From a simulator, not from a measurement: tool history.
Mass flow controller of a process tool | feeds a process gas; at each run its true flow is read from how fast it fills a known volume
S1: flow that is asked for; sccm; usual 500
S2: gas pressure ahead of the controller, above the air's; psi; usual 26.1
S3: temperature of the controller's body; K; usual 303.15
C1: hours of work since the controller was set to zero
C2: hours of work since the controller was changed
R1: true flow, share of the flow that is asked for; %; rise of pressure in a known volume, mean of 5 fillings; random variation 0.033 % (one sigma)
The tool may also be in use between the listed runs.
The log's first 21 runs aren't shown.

run	hour	S1	S2	S3	C1	C2	R1
22	1976.5	500	34.5	302.15	1274	1274	98.65
23	2091.8	380	40.5	300.15	1312	1312	98.31
24	2205.3	411	31.3	294.15	1349	1349	97.87
25	2275.0	591	28.7	294.15	1372	1372	98.50
26	2352.7	591	39.3	294.15	1397	1397	98.76
27	2442.2	525	25.5	304.15	1427	1427	98.56
28	2531.6	525	25.5	304.15	1456	1456	98.52
29	2619.8	525	25.5	294.15	1485	1485	98.17
30	2706.1	516	24.1	294.15	1513	1513	98.11
31	2759.1	153	22.6	303.15	1531	1531	97.28
32	2871.9	878	26.1	306.15	1568	1568	99.80
33	2924.3	259	26.1	299.15	1585	1585	97.48
34	3045.6	500	28.9	300.15	1625	1625	98.42
35	3138.5	500	29.0	303.15	1655	1655	98.55
36	3259.3	432	36.5	303.15	1695	1695	98.55
37	3355.0	433	36.5	303.15	1726	1726	98.57
38	3433.6	433	36.5	303.15	1752	1752	98.54
39	3539.2	433	36.5	303.15	1786	1786	98.55

Forecast each of these 5 alternatives for the next run:
A	3634.1	104	30.5	303.15	1818	1818	?
B	3634.1	500	24.1	303.15	1818	1818	?
C	3634.1	433	36.5	309.15	1818	1818	?
D	3634.1	161	27.1	300.15	1818	1818	?
E	3634.1	587	22.5	306.15	1818	1818	?

run	R1
A	97.26
B	98.43
C	98.73
D	97.20
E	98.72
Without the tool's hidden state the same runs would have given:
run	R1
A	97.27
B	98.43
C	98.73
D	97.21
E	98.72

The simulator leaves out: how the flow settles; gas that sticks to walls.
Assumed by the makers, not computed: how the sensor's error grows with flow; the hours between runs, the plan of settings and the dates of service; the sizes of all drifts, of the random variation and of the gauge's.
